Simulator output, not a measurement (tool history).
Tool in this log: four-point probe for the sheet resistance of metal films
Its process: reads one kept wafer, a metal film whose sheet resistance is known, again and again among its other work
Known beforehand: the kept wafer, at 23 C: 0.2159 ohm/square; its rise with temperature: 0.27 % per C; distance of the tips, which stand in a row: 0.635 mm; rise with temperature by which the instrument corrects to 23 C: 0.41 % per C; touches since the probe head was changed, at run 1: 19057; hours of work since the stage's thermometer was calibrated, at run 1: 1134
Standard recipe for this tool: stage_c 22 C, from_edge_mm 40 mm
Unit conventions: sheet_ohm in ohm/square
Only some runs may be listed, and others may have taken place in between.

| run | hour | stage_c | from_edge_mm | touches since the probe head was changed | hours of work since the stage's thermometer was calibrated | sheet_ohm |
|---|---|---|---|---|---|---|
| 1 | 0.0 | 22 | 40 | 19057 | 1134 | 0.215921 |
| 2 | 50.8 | 22 | 40 | 19948 | 1158 | 0.215946 |
| 3 | 98.8 | 22 | 40 | 20792 | 1180 | 0.215970 |
| 4 | 169.7 | 22 | 40 | 22037 | 1214 | 0.215951 |
| 5 | 243.2 | 27 | 40 | 23326 | 1249 | 0.214385 |
| 6 | 316.2 | 27 | 40 | 24608 | 1284 | 0.214357 |
| 7 | 390.5 | 27 | 40 | 25912 | 1319 | 0.214362 |
|  | 394.6 | stage's thermometer calibrated |
| 8 | 449.3 | 27 | 56 | 26936 | 26 | 0.214418 |
| 9 | 495.3 | 28 | 11 | 27743 | 48 | 0.214476 |
| 10 | 552.6 | 28 | 11 | 28748 | 75 | 0.214513 |
|  | 573.3 | stage's thermometer calibrated, once more |
| 11 | 600.8 | 30 | 3 | 29586 | 13 | 0.218393 |
| 12 | 672.3 | 27 | 3 | 30840 | 47 | 0.219254 |
| 13 | 745.4 | 19 | 40 | 32124 | 82 | 0.216569 |
| 14 | 789.9 | 22 | 55 | 32905 | 103 | 0.215720 |
| 15 | 823.0 | 20 | 18 | 33487 | 118 | 0.216379 |

What if the next run were any one of these 4? Each begins from the tool's condition after run 15:
| A | 876.1 | 31 | 11 | 34418 | 144 | ? |
| B | 876.1 | 29 | 4 | 34418 | 144 | ? |
| C | 876.1 | 22 | 8 | 34418 | 144 | ? |
| D | 876.1 | 21 | 18 | 34418 | 144 | ? |

| run | sheet_ohm |
|---|---|
| A | 0.213399 |
| B | 0.216475 |
| C | 0.216379 |
| D | 0.216080 |
With no hidden state in the tool, these same runs would have given:
| run | sheet_ohm |
|---|---|
| A | 0.213943 |
| B | 0.217026 |
| C | 0.216931 |
| D | 0.216630 |
